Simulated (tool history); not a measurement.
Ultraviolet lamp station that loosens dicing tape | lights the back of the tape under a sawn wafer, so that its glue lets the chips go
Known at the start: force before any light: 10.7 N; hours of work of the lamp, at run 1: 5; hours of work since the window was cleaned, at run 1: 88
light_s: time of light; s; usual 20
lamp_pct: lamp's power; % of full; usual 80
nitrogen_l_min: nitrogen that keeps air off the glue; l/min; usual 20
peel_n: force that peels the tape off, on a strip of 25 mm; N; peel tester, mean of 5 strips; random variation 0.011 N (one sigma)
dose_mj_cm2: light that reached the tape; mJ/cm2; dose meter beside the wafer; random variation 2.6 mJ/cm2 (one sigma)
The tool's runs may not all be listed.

run	hour	light_s	lamp_pct	nitrogen_l_min	hours of work of the lamp	hours of work since the window was cleaned	peel_n	dose_mj_cm2
1	0	20	80	20	5	88	0.535	316
2	14.3	20	97	20	14	97	0.346	383
3	20.2	20	97	20	17	100	0.341	387
4	27.8	20	97	20	22	105	0.359	385
5	34.7	20	97	20	26	109	0.381	387
6	45.8	20	97	20	33	116	0.361	380
7	52	20	97	20	37	120	0.381	380
8	62.6	20	80	20	43	126	0.537	312
9	71	20	80	20	48	132	0.552	308
10	83.4	35	80	20	56	139	0.243	545
11	97	20	80	20	64	147	0.576	305
12	104	20	80	20	69	152	0.585	311
13	110.8	20	80	20	73	156	0.565	309
14	121.2	20	66	20	79	162	0.863	254
15	135.6	20	80	20	88	171	0.58	304
16	144.6	20	80	20	94	177	0.588	308
17	150.6	20	80	20	97	180	0.589	306
18	163.4	20	80	20	105	188	0.577	299
19	171.9	20	80	20	110	193	0.597	306
20	184.6	20	80	20	118	201	0.599	300
21	193.4	20	80	20	123	207	0.586	300
22	207.5	20	80	20	132	215	0.606	300
23	218.6	21	80	32	139	222	0.434	308
24	225.8	20	80	36	143	227	0.468	297
25	236.8	26	78	27	150	233	0.321	374
# hour 238.4: window cleaned of glue's vapour
26	246.7	20	80	12	156	5	0.916	285
27	258.9	26	74	10	163	13	0.684	347
28	266.2	18	74	10	168	17	1.518	236
29	278	10	100	19	175	24	1.81	177
30	284	27	62	9	179	28	1.023	297
# hour 289.7: window cleaned of glue's vapour, once more
31	292.4	27	81	10	184	2	0.43	427
32	300.9	20	67	20	189	7	0.818	260
33	313.3	20	80	13	196	14	0.714	306
34	324.2	15	60	13	203	21	2.23	171
35	332.5	14	92	13	208	26	1.223	250
36	345.4	14	92	13	216	34	1.177	246
37	355.3	19	85	33	222	40	0.456	307
38	369.8	20	80	19	231	49	0.587	308
39	380.6	20	80	19	238	56	0.603	304
40	389.6	20	80	19	243	61	0.609	303
41	397	26	99	9	248	66	0.362	490
42	410.4	17	89	10	256	74	0.992	286
43	418.1	31	71	25	261	79	0.276	411

3 ways to go on from here, each from the tool as it stands after run 43. What would each give?
A	432	28	86	19	269	87	?	?
B	432	11	71	6	269	87	?	?
C	432	13	83	20	269	87	?	?

run	peel_n	dose_mj_cm2
A	0.265	444
B	3.809	146
C	1.375	202
Without the tool's hidden state the same runs would have given:
run	peel_n	dose_mj_cm2
A	0.228	499
B	3.35	164
C	1.096	227
